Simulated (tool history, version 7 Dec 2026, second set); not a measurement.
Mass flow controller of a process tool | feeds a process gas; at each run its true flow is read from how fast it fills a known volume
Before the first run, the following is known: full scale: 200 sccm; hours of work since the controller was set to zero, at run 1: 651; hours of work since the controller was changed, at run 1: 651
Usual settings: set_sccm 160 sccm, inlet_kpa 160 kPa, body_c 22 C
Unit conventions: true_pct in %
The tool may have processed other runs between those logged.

run,hour,set_sccm,inlet_kpa,body_c,hours of work since the controller was set to zero,hours of work since the controller was changed,true_pct
1,0.0,160,160,22,651,651,100.15
2,83.6,160,160,22,685,685,100.23
3,175.2,160,160,22,722,722,100.08
4,293.7,160,160,22,770,770,100.25
5,378.8,160,160,22,804,804,100.17
6,430.8,160,160,22,825,825,100.12
7,507.8,160,160,22,856,856,100.21
8,621.0,88,264,22,902,902,99.29
9,705.0,88,264,22,936,936,99.37
10,810.5,88,264,22,978,978,99.33
11,866.4,125,143,22,1001,1001,100.12
12,967.3,125,237,22,1042,1042,99.66
13,1072.4,76,157,33,1084,1084,98.51
14,1126.3,173,157,33,1106,1106,99.18

Forecast each of these 3 alternatives for the next run:
A,1183.6,133,254,28,1129,1129,?
B,1183.6,173,237,33,1129,1129,?
C,1183.6,111,157,35,1129,1129,?

run,true_pct
A,99.12
B,98.89
C,98.58
Had the tool no hidden state, the same runs would have come out as:
run,true_pct
A,99.12
B,98.89
C,98.58
